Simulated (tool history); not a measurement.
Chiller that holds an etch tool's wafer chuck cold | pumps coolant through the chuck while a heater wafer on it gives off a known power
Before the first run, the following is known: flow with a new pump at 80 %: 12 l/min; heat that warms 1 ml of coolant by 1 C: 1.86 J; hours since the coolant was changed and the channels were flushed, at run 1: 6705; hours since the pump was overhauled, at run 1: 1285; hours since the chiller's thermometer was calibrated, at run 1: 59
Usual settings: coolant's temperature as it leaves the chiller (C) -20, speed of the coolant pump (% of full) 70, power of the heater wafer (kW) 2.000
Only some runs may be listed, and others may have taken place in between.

run	hour	coolant's temperature as it leaves the chiller (C)	speed of the coolant pump (% of full)	power of the heater wafer (kW)	hours since the coolant was changed and the channels were flushed	hours since the pump was overhauled	hours since the chiller's thermometer was calibrated	chuck's temperature once it has settled (C)	how much warmer the coolant comes back (C)
1	0.0	-20	70	2.000	6705	1285	59	2.9	6.13
2	64.1	-19	70	2.000	6769	1349	123	3.7	6.17
3	99.4	-19	70	2.000	6804	1385	158	3.8	6.25
4	137.2	-27	70	2.000	6842	1422	196	-4.2	6.30
5	181.1	-27	70	2.000	6886	1466	240	-4.3	6.27
6	229.3	-27	70	2.000	6934	1515	288	-4.1	6.29
7	282.3	-25	71	1.980	6987	1568	341	-2.8	6.13
8	321.2	-20	98	1.404	7026	1606	380	-7.6	3.22
9	358.7	-27	60	2.950	7064	1644	417	10.7	10.86
# hour 423.9: coolant changed, channels flushed
10	436.6	-17	93	2.088	13	1716	489	2.1	4.98
11	492.4	-13	88	2.983	68	1772	545	15.6	7.51

3 options for the next run, each taken on its own from the tool as it stands now. Forecast them:
A	562.5	-10	81	1.366	139	1842	615	?	?
B	562.5	-23	70	2.000	139	1842	615	?	?
C	562.5	-20	64	1.630	139	1842	615	?	?

run	chuck's temperature once it has settled (C)	how much warmer the coolant comes back (C)
A	3.9	3.89
B	-0.2	6.42
C	-0.1	5.77
Without the tool's unlogged condition, the same runs would have read:
run	chuck's temperature once it has settled (C)	how much warmer the coolant comes back (C)
A	3.9	3.63
B	-0.2	6.16
C	-0.1	5.51
